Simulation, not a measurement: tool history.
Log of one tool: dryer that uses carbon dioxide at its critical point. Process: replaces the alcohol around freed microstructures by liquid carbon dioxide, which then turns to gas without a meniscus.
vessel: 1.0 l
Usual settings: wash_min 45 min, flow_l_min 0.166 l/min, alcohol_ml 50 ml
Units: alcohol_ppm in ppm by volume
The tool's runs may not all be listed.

Run 1, hour 0.0: usual settings. Result: alcohol_ppm 430 ppm by volume.
Run 2, hour 35.7: usual settings but flow_l_min 0.194 l/min. Result: alcohol_ppm 234 ppm by volume.
Run 3, hour 72.6: usual settings but flow_l_min 0.194 l/min. Result: alcohol_ppm 233 ppm by volume.
At hour 95.7: inlet filter changed.
Run 4, hour 105.1: usual settings but flow_l_min 0.194 l/min. Result: alcohol_ppm 181 ppm by volume.
Run 5, hour 145.2: usual settings but flow_l_min 0.194 l/min. Result: alcohol_ppm 187 ppm by volume.
Run 6, hour 187.2: usual settings but flow_l_min 0.194 l/min. Result: alcohol_ppm 196 ppm by volume.
Run 7, hour 229.0: usual settings but flow_l_min 0.194 l/min. Result: alcohol_ppm 201 ppm by volume.
Run 8, hour 250.2: usual settings but flow_l_min 0.194 l/min. Result: alcohol_ppm 202 ppm by volume.
Run 9, hour 278.9: usual settings. Result: alcohol_ppm 374 ppm by volume.
Run 10, hour 310.1: usual settings but flow_l_min 0.250 l/min. Result: alcohol_ppm 113 ppm by volume.
Run 11, hour 342.8: usual settings but flow_l_min 0.250 l/min. Result: alcohol_ppm 109 ppm by volume.
Run 12, hour 372.3: usual settings but wash_min 61 min, flow_l_min 0.250 l/min, alcohol_ml 43 ml. Result: alcohol_ppm 89 ppm by volume.
Run 13, hour 405.9: usual settings but wash_min 61 min, flow_l_min 0.250 l/min, alcohol_ml 76 ml. Result: alcohol_ppm 106 ppm by volume.
Run 14, hour 439.4: usual settings but wash_min 67 min, flow_l_min 0.215 l/min, alcohol_ml 76 ml. Result: alcohol_ppm 93 ppm by volume.
Run 15, hour 471.5: usual settings but wash_min 67 min, flow_l_min 0.215 l/min, alcohol_ml 76 ml. Result: alcohol_ppm 110 ppm by volume.
Run 16, hour 500.6: usual settings but wash_min 67 min, flow_l_min 0.215 l/min, alcohol_ml 76 ml. Result: alcohol_ppm 92 ppm by volume.
Run 17, hour 541.9: usual settings but wash_min 67 min, flow_l_min 0.215 l/min, alcohol_ml 76 ml. Result: alcohol_ppm 108 ppm by volume.
Run 18, hour 560.8: usual settings but flow_l_min 0.122 l/min, alcohol_ml 28 ml. Result: alcohol_ppm 860 ppm by volume.
Run 19, hour 594.8: usual settings but wash_min 32 min, flow_l_min 0.156 l/min, alcohol_ml 49 ml. Result: alcohol_ppm 1878 ppm by volume.
Run 20, hour 630.4: usual settings but flow_l_min 0.108 l/min. Result: alcohol_ppm 2209 ppm by volume.
Run 21, hour 657.1: usual settings but flow_l_min 0.108 l/min. Result: alcohol_ppm 2215 ppm by volume.
Run 22, hour 685.3: usual settings but wash_min 28 min, flow_l_min 0.184 l/min, alcohol_ml 23 ml. Result: alcohol_ppm 866 ppm by volume.

Some steps in alcohol_ppm between neighbouring runs. How much of each would the tool show without its hidden state too (settings, what came in, random variation), and how much is left for the hidden state, with any gauge scatter that isn't in both results?
The hidden state here: flow that reaches the vessel past the clogged filter, %; alcohol in the recycled carbon dioxide, ppm; drift of the gauge itself on alcohol_ppm, %.
Run 18 -> 19: wash_min 45 -> 32, flow_l_min 0.122 -> 0.156, alcohol_ml 28 -> 49. alcohol_ppm +1018 ppm by volume: hidden state +181, all else +837.
Run 21 -> 22: wash_min 45 -> 28, flow_l_min 0.108 -> 0.184, alcohol_ml 50 -> 23. alcohol_ppm -1349 ppm by volume: hidden state -244, all else -1105.
